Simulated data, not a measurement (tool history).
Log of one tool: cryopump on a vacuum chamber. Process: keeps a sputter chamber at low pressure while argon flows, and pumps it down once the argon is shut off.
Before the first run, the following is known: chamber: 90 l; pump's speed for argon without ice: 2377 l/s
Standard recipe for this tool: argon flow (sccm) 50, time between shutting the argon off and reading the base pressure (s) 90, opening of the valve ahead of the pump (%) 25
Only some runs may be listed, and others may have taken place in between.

| run | hour | argon flow (sccm) | time between shutting the argon off and reading the base pressure (s) | opening of the valve ahead of the pump (%) | pressure while argon flows (Pa) | pressure after the wait (uPa) |
|---|---|---|---|---|---|---|
| 1 | 0.0 | 50 | 90 | 25 | 0.1526 | 1.47 |
|  | 29.2 | pump warmed up, emptied and cooled again |
| 2 | 38.3 | 50 | 90 | 25 | 0.1433 | 1.34 |
| 3 | 76.5 | 50 | 90 | 25 | 0.1440 | 1.33 |
| 4 | 135.8 | 50 | 90 | 25 | 0.1439 | 1.32 |
| 5 | 175.6 | 50 | 90 | 25 | 0.1461 | 1.36 |
| 6 | 206.5 | 50 | 90 | 23 | 0.1572 | 1.39 |
| 7 | 249.6 | 50 | 90 | 25 | 0.1456 | 1.44 |
| 8 | 316.7 | 50 | 90 | 55 | 0.0692 | 1.42 |
| 9 | 371.2 | 50 | 90 | 25 | 0.1471 | 1.48 |
| 10 | 417.9 | 50 | 90 | 25 | 0.1470 | 1.53 |
| 11 | 483.1 | 88 | 127 | 22 | 0.2972 | 1.37 |
| 12 | 538.2 | 50 | 40 | 33 | 0.1152 | 2.37 |
| 13 | 596.4 | 50 | 188 | 24 | 0.1566 | 1.29 |
| 14 | 651.0 | 50 | 188 | 24 | 0.1557 | 1.34 |
| 15 | 717.2 | 50 | 188 | 24 | 0.1585 | 1.37 |
| 16 | 748.3 | 50 | 79 | 29 | 0.1334 | 1.80 |
| 17 | 806.5 | 22 | 97 | 25 | 0.0665 | 1.73 |

Here are 4 independent what-if runs from the current tool condition. What would each one return?
| A | 846.3 | 29 | 70 | 27 | ? | ? |
| B | 846.3 | 93 | 49 | 25 | ? | ? |
| C | 846.3 | 60 | 29 | 26 | ? | ? |
| D | 846.3 | 29 | 66 | 25 | ? | ? |

| run | pressure while argon flows (Pa) | pressure after the wait (uPa) |
|---|---|---|
| A | 0.0827 | 1.97 |
| B | 0.2877 | 2.41 |
| C | 0.1769 | 3.16 |
| D | 0.0886 | 2.10 |
Without the tool's hidden state the same runs would have given:
| run | pressure while argon flows (Pa) | pressure after the wait (uPa) |
|---|---|---|
| A | 0.0762 | 0.93 |
| B | 0.2667 | 1.34 |
| C | 0.1635 | 2.10 |
| D | 0.0821 | 1.03 |

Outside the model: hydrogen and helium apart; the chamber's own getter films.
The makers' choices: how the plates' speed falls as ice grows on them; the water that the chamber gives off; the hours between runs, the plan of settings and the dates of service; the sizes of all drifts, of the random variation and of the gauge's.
